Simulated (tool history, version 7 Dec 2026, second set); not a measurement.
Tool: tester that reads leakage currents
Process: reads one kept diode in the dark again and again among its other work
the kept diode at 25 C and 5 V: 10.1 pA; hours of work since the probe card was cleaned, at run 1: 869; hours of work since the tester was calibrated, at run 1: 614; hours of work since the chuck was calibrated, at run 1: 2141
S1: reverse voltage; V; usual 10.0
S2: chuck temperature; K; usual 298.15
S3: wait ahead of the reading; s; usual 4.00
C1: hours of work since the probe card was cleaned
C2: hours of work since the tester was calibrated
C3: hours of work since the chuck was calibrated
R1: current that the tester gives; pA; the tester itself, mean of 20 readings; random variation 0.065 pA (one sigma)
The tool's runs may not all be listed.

| run | hour | S1 | S2 | S3 | C1 | C2 | C3 | R1 |
|---|---|---|---|---|---|---|---|---|
| 1 | 0.0 | 10.0 | 298.15 | 4.00 | 869 | 614 | 2141 | 14.03 |
| 2 | 25.1 | 3.5 | 298.15 | 4.00 | 880 | 625 | 2152 | 8.80 |
| 3 | 48.4 | 5.2 | 298.15 | 4.00 | 890 | 636 | 2163 | 10.49 |
| 4 | 87.7 | 10.0 | 298.15 | 2.65 | 908 | 653 | 2180 | 14.02 |
| 5 | 134.7 | 10.0 | 298.15 | 4.00 | 929 | 674 | 2202 | 13.97 |
| 6 | 159.9 | 10.0 | 298.15 | 4.00 | 941 | 686 | 2213 | 14.02 |
| 7 | 180.6 | 10.0 | 298.15 | 4.00 | 950 | 695 | 2222 | 13.91 |
| 8 | 207.4 | 10.0 | 298.15 | 4.00 | 962 | 707 | 2234 | 14.01 |
| 9 | 236.6 | 10.0 | 298.15 | 0.52 | 975 | 720 | 2247 | 14.90 |
| 10 | 275.6 | 10.0 | 298.15 | 0.52 | 993 | 738 | 2265 | 15.03 |
| 11 | 316.8 | 1.3 | 298.15 | 0.52 | 1011 | 756 | 2284 | 5.76 |
| 12 | 360.9 | 5.7 | 298.15 | 0.52 | 1031 | 776 | 2303 | 11.47 |
| 13 | 398.0 | 5.7 | 298.15 | 0.52 | 1048 | 793 | 2320 | 11.56 |
| 14 | 431.7 | 10.0 | 329.15 | 4.00 | 1063 | 808 | 2335 | 106.37 |
| 15 | 473.2 | 10.0 | 329.15 | 4.00 | 1082 | 827 | 2354 | 106.68 |
| 16 | 511.1 | 10.0 | 329.15 | 4.00 | 1099 | 844 | 2371 | 106.83 |
| 17 | 535.8 | 10.0 | 329.15 | 4.00 | 1110 | 855 | 2382 | 105.82 |
| 18 | 560.6 | 10.0 | 329.15 | 4.00 | 1121 | 866 | 2393 | 106.85 |
| 19 | 589.6 | 10.0 | 329.15 | 4.00 | 1134 | 879 | 2406 | 106.34 |
| 20 | 633.4 | 10.0 | 294.15 | 4.00 | 1154 | 899 | 2426 | 10.55 |
| 21 | 658.1 | 8.5 | 296.15 | 2.07 | 1165 | 910 | 2437 | 11.46 |
| 22 | 694.0 | 18.1 | 298.15 | 1.53 | 1181 | 926 | 2453 | 18.64 |
| 23 | 716.4 | 5.5 | 298.15 | 7.08 | 1191 | 936 | 2463 | 10.67 |
|  | 722.6 | chuck's temperature calibrated |
| 24 | 740.6 | 2.1 | 295.15 | 0.87 | 1201 | 946 | 8 | 5.63 |
| 25 | 779.6 | 2.1 | 295.15 | 0.87 | 1219 | 964 | 26 | 5.74 |
| 26 | 811.4 | 2.1 | 295.15 | 0.87 | 1233 | 978 | 40 | 5.78 |
| 27 | 834.7 | 15.0 | 309.15 | 4.63 | 1243 | 989 | 50 | 35.58 |
| 28 | 860.2 | 15.0 | 309.15 | 4.63 | 1255 | 1000 | 62 | 35.73 |
| 29 | 887.2 | 15.0 | 294.15 | 4.68 | 1267 | 1012 | 74 | 12.45 |
| 30 | 910.3 | 15.0 | 294.15 | 4.68 | 1277 | 1023 | 84 | 12.62 |
| 31 | 941.6 | 15.0 | 294.15 | 4.68 | 1292 | 1037 | 99 | 12.67 |
| 32 | 971.8 | 15.0 | 294.15 | 4.68 | 1305 | 1050 | 112 | 12.60 |
| 33 | 1016.8 | 10.0 | 298.15 | 0.42 | 1325 | 1071 | 132 | 15.16 |
| 34 | 1044.1 | 10.0 | 332.15 | 0.78 | 1338 | 1083 | 145 | 128.01 |
| 35 | 1069.7 | 10.0 | 332.15 | 0.78 | 1349 | 1094 | 156 | 127.23 |
| 36 | 1096.2 | 1.8 | 332.15 | 4.53 | 1361 | 1106 | 168 | 60.24 |
| 37 | 1129.0 | 1.8 | 332.15 | 4.53 | 1376 | 1121 | 183 | 60.63 |
| 38 | 1159.1 | 10.0 | 326.15 | 3.26 | 1389 | 1135 | 196 | 88.72 |
| 39 | 1188.0 | 10.0 | 313.15 | 3.26 | 1402 | 1148 | 209 | 38.98 |
| 40 | 1219.0 | 10.0 | 314.15 | 0.91 | 1416 | 1162 | 223 | 41.96 |

3 ways to go on from here, each from the tool as it stands after run 40. What would each give?
| A | 1246.3 | 2.5 | 301.15 | 0.37 | 1429 | 1174 | 236 | ? |
| B | 1246.3 | 7.2 | 312.15 | 0.91 | 1429 | 1174 | 236 | ? |
| C | 1246.3 | 7.1 | 298.15 | 1.85 | 1429 | 1174 | 236 | ? |

| run | R1 |
|---|---|
| A | 9.77 |
| B | 31.79 |
| C | 12.15 |
Without the tool's hidden state the same runs would have given:
| run | R1 |
|---|---|
| A | 9.77 |
| B | 31.78 |
| C | 12.15 |

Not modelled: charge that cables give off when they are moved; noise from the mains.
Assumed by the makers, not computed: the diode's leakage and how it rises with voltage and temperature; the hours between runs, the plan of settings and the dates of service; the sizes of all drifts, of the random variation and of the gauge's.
